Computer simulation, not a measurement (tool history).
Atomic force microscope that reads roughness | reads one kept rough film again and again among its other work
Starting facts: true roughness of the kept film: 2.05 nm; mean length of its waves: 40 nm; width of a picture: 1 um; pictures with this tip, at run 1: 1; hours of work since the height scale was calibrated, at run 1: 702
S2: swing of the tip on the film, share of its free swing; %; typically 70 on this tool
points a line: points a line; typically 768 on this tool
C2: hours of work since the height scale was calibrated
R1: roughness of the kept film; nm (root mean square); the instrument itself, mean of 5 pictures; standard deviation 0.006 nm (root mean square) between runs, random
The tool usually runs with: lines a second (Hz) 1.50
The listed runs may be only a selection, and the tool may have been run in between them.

Run 1, hour 0.0: usual settings; pictures with this tip 1; C2 702. Result: R1 1.942 nm (root mean square).
Run 2, hour 21.9: usual settings but points a line 1010; pictures with this tip 47; C2 719. Result: R1 1.881 nm (root mean square).
At hour 29.7: new tip fitted.
Run 3, hour 38.6: usual settings; pictures with this tip 19; C2 732. Result: R1 1.918 nm (root mean square).
At hour 59.6: new tip fitted.
Run 4, hour 59.6: usual settings; pictures with this tip 0; C2 748. Result: R1 1.925 nm (root mean square).
Run 5, hour 76.4: usual settings; pictures with this tip 36; C2 762. Result: R1 1.889 nm (root mean square).
At hour 90.0: new tip fitted.
Run 6, hour 90.4: usual settings but points a line 814; pictures with this tip 1; C2 772. Result: R1 1.928 nm (root mean square).
Run 7, hour 113.9: usual settings but points a line 814; pictures with this tip 52; C2 791. Result: R1 1.881 nm (root mean square).
At hour 119.2: new tip fitted.
Run 8, hour 135.8: usual settings but points a line 814; pictures with this tip 35; C2 808. Result: R1 1.899 nm (root mean square).
At hour 148.8: new tip fitted.
Run 9, hour 148.8: usual settings but lines a second (Hz) 1.16; pictures with this tip 0; C2 817. Result: R1 1.954 nm (root mean square).
Run 10, hour 167.0: usual settings but lines a second (Hz) 1.16; pictures with this tip 39; C2 832. Result: R1 1.915 nm (root mean square).
At hour 179.5: new tip fitted.
Run 11, hour 185.7: usual settings but lines a second (Hz) 1.16; pictures with this tip 14; C2 846. Result: R1 1.932 nm (root mean square).
At hour 208.9: new tip fitted.
Run 12, hour 210.0: usual settings but lines a second (Hz) 1.16; pictures with this tip 3; C2 865. Result: R1 1.938 nm (root mean square).
Run 13, hour 228.7: usual settings but lines a second (Hz) 0.90, S2 73 %; pictures with this tip 42; C2 880. Result: R1 1.913 nm (root mean square).
At hour 238.5: new tip fitted.
Run 14, hour 245.6: usual settings but lines a second (Hz) 0.90, S2 73 %; pictures with this tip 15; C2 892. Result: R1 1.933 nm (root mean square).
Run 15, hour 259.1: usual settings but lines a second (Hz) 0.90, S2 73 %, points a line 352; pictures with this tip 44; C2 903. Result: R1 1.907 nm (root mean square).
At hour 267.2: new tip fitted.
Run 16, hour 278.9: usual settings but lines a second (Hz) 0.90, S2 73 %, points a line 352; pictures with this tip 24; C2 918. Result: R1 1.927 nm (root mean square).
At hour 296.3: new tip fitted.
Run 17, hour 296.3: usual settings but lines a second (Hz) 3.11, S2 67 %, points a line 542; pictures with this tip 0; C2 932. Result: R1 1.877 nm (root mean square).

Forecast each of these 5 alternatives for the next run:
Run A, hour 314.8: usual settings but lines a second (Hz) 1.85, S2 78 %, points a line 521; pictures with this tip 39; C2 946. Result: R1 ?.
Run B, hour 314.8: usual settings but lines a second (Hz) 0.77, points a line 638; pictures with this tip 39; C2 946. Result: R1 ?.
Run C, hour 314.8: usual settings but lines a second (Hz) 3.11, S2 67 %, points a line 620; pictures with this tip 39; C2 946. Result: R1 ?.
Run D, hour 314.8: usual settings but lines a second (Hz) 0.50, S2 62 %, points a line 671; pictures with this tip 39; C2 946. Result: R1 ?.
Run E, hour 314.8: usual settings but lines a second (Hz) 1.80, S2 71 %, points a line 556; pictures with this tip 39; C2 946. Result: R1 ?.

run     R1
  A  1.836
  B  1.922
  C  1.834
  D  1.958
  E  1.862
Had the tool no hidden state, the same runs would have come out as:
run     R1
  A  1.858
  B  1.946
  C  1.857
  D  1.982
  E  1.884
